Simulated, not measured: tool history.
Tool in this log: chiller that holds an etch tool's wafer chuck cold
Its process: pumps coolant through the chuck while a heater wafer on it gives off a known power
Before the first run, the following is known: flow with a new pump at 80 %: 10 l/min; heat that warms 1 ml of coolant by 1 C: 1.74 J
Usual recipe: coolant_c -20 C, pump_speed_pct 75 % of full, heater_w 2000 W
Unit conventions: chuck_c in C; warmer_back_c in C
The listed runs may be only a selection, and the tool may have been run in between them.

{"run": 1, "hour": 0.0, "coolant_c": -20, "pump_speed_pct": 75, "heater_w": 2000, "chuck_c": 3.6, "warmer_back_c": 7.52}
{"run": 2, "hour": 44.6, "coolant_c": -20, "pump_speed_pct": 75, "heater_w": 2000, "chuck_c": 3.7, "warmer_back_c": 7.54}
{"run": 3, "hour": 74.4, "coolant_c": -20, "pump_speed_pct": 75, "heater_w": 2000, "chuck_c": 3.7, "warmer_back_c": 7.48}
{"run": 4, "hour": 112.3, "coolant_c": -20, "pump_speed_pct": 75, "heater_w": 2000, "chuck_c": 3.7, "warmer_back_c": 7.62}
{"run": 5, "hour": 141.5, "coolant_c": -20, "pump_speed_pct": 75, "heater_w": 2336, "chuck_c": 8.0, "warmer_back_c": 8.79}
{"run": 6, "hour": 185.8, "coolant_c": -20, "pump_speed_pct": 75, "heater_w": 2336, "chuck_c": 7.9, "warmer_back_c": 8.91}
{"run": 7, "hour": 239.9, "coolant_c": -20, "pump_speed_pct": 64, "heater_w": 2336, "chuck_c": 11.2, "warmer_back_c": 10.26}
{"run": 8, "hour": 271.3, "coolant_c": -20, "pump_speed_pct": 64, "heater_w": 2000, "chuck_c": 6.5, "warmer_back_c": 8.89}
{"run": 9, "hour": 332.9, "coolant_c": -20, "pump_speed_pct": 75, "heater_w": 2000, "chuck_c": 4.0, "warmer_back_c": 7.55}
{"run": 10, "hour": 386.6, "coolant_c": -20, "pump_speed_pct": 75, "heater_w": 2000, "chuck_c": 4.2, "warmer_back_c": 7.57}
{"run": 11, "hour": 416.9, "coolant_c": -20, "pump_speed_pct": 64, "heater_w": 2000, "chuck_c": 6.8, "warmer_back_c": 8.83}
{"run": 12, "hour": 480.9, "coolant_c": -12, "pump_speed_pct": 64, "heater_w": 1456, "chuck_c": 7.7, "warmer_back_c": 6.5}
{"run": 13, "hour": 524.7, "coolant_c": -30, "pump_speed_pct": 98, "heater_w": 2155, "chuck_c": -8.2, "warmer_back_c": 6.23}
{"run": 14, "hour": 581.2, "coolant_c": -21, "pump_speed_pct": 75, "heater_w": 1755, "chuck_c": 0.2, "warmer_back_c": 6.68}
{"run": 15, "hour": 625.1, "coolant_c": -13, "pump_speed_pct": 75, "heater_w": 1306, "chuck_c": 2.9, "warmer_back_c": 4.93}
{"run": 16, "hour": 685.8, "coolant_c": -23, "pump_speed_pct": 75, "heater_w": 1986, "chuck_c": 1.4, "warmer_back_c": 7.59}
{"run": 17, "hour": 729.3, "coolant_c": -11, "pump_speed_pct": 96, "heater_w": 1568, "chuck_c": 5.2, "warmer_back_c": 4.63}
{"run": 18, "hour": 785.1, "coolant_c": -11, "pump_speed_pct": 96, "heater_w": 1568, "chuck_c": 5.3, "warmer_back_c": 4.62}
{"run": 19, "hour": 822.0, "coolant_c": -11, "pump_speed_pct": 96, "heater_w": 1568, "chuck_c": 5.3, "warmer_back_c": 4.65}
{"run": 20, "hour": 855.0, "coolant_c": -28, "pump_speed_pct": 70, "heater_w": 2838, "chuck_c": 9.0, "warmer_back_c": 11.53}
{"run": 21, "hour": 902.2, "coolant_c": -28, "pump_speed_pct": 75, "heater_w": 2000, "chuck_c": -3.2, "warmer_back_c": 7.59}

Each row is a separate what-if for the run after 21, all from the same tool condition, not one after another. Results?
{"run": "A", "hour": 928.5, "coolant_c": -28, "pump_speed_pct": 81, "heater_w": 2044, "chuck_c": "?", "warmer_back_c": "?"}
{"run": "B", "hour": 928.5, "coolant_c": -20, "pump_speed_pct": 75, "heater_w": 1116, "chuck_c": "?", "warmer_back_c": "?"}
{"run": "C", "hour": 928.5, "coolant_c": -28, "pump_speed_pct": 76, "heater_w": 1555, "chuck_c": "?", "warmer_back_c": "?"}
{"run": "D", "hour": 928.5, "coolant_c": -20, "pump_speed_pct": 75, "heater_w": 1580, "chuck_c": "?", "warmer_back_c": "?"}
{"run": "E", "hour": 928.5, "coolant_c": -21, "pump_speed_pct": 75, "heater_w": 2000, "chuck_c": "?", "warmer_back_c": "?"}

run=A chuck_c=-3.9 warmer_back_c=7.25
run=B chuck_c=-6.2 warmer_back_c=4.26
run=C chuck_c=-8.9 warmer_back_c=5.82
run=D chuck_c=-0.4 warmer_back_c=6.00
run=E chuck_c=4.0 warmer_back_c=7.59
Take away the tool's hidden state, keep each run's random variation, and the runs would have read:
run=A chuck_c=-7.4 warmer_back_c=7.02
run=B chuck_c=-8.1 warmer_back_c=4.12
run=C chuck_c=-11.7 warmer_back_c=5.64
run=D chuck_c=-3.3 warmer_back_c=5.81
run=E chuck_c=0.4 warmer_back_c=7.35
